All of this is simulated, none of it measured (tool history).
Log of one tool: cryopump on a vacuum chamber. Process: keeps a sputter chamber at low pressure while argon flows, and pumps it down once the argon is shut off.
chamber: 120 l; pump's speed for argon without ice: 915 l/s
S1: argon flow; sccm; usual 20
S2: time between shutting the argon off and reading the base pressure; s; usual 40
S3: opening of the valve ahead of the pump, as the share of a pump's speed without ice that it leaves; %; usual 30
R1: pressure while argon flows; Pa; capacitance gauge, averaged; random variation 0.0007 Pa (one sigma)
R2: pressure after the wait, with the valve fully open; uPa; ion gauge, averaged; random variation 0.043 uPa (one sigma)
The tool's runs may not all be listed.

run 1 hour=0.0 | S1=20 S2=40 S3=30 | R1=0.1360 R2=2.86
run 2 hour=62.9 | S1=18 S2=40 S3=30 | R1=0.1243 R2=2.89
run 3 hour=104.9 | S1=18 S2=40 S3=30 | R1=0.1236 R2=2.92
run 4 hour=167.5 | S1=18 S2=40 S3=30 | R1=0.1247 R2=2.95
run 5 hour=231.7 | S1=20 S2=40 S3=30 | R1=0.1386 R2=2.93
run 6 hour=283.6 | S1=20 S2=240 S3=30 | R1=0.1397 R2=1.25
run 7 hour=345.2 | S1=8 S2=40 S3=30 | R1=0.0567 R2=3.10
run 8 hour=381.6 | S1=8 S2=40 S3=30 | R1=0.0569 R2=3.03
-- hour=414.8 pump warmed up, emptied and cooled again
run 9 hour=428.7 | S1=29 S2=217 S3=57 | R1=0.0959 R2=1.02
run 10 hour=482.0 | S1=29 S2=217 S3=57 | R1=0.0955 R2=1.04
run 11 hour=532.5 | S1=29 S2=217 S3=21 | R1=0.2566 R2=1.05
run 12 hour=596.3 | S1=29 S2=217 S3=21 | R1=0.2583 R2=1.08
run 13 hour=654.7 | S1=20 S2=257 S3=40 | R1=0.0954 R2=1.05
run 14 hour=692.8 | S1=18 S2=58 S3=28 | R1=0.1214 R2=2.22
run 15 hour=761.1 | S1=34 S2=23 S3=26 | R1=0.2473 R2=4.49
run 16 hour=812.6 | S1=18 S2=27 S3=26 | R1=0.1309 R2=4.15

Forecast each of these 5 alternatives for the next run:
run A hour=880.3 | S1=20 S2=40 S3=16 | R1=? R2=?
run B hour=880.3 | S1=19 S2=40 S3=30 | R1=? R2=?
run C hour=880.3 | S1=10 S2=27 S3=26 | R1=? R2=?
run D hour=880.3 | S1=20 S2=40 S3=38 | R1=? R2=?
run E hour=880.3 | S1=18 S2=50 S3=26 | R1=? R2=?

run=A R1=0.2357 R2=2.98
run=B R1=0.1222 R2=2.97
run=C R1=0.0732 R2=4.00
run=D R1=0.1035 R2=3.00
run=E R1=0.1316 R2=2.57
Without the tool's hidden state the same runs would have given:
run=A R1=0.2310 R2=2.49
run=B R1=0.1177 R2=2.48
run=C R1=0.0709 R2=3.52
run=D R1=0.0987 R2=2.51
run=E R1=0.1273 R2=2.07
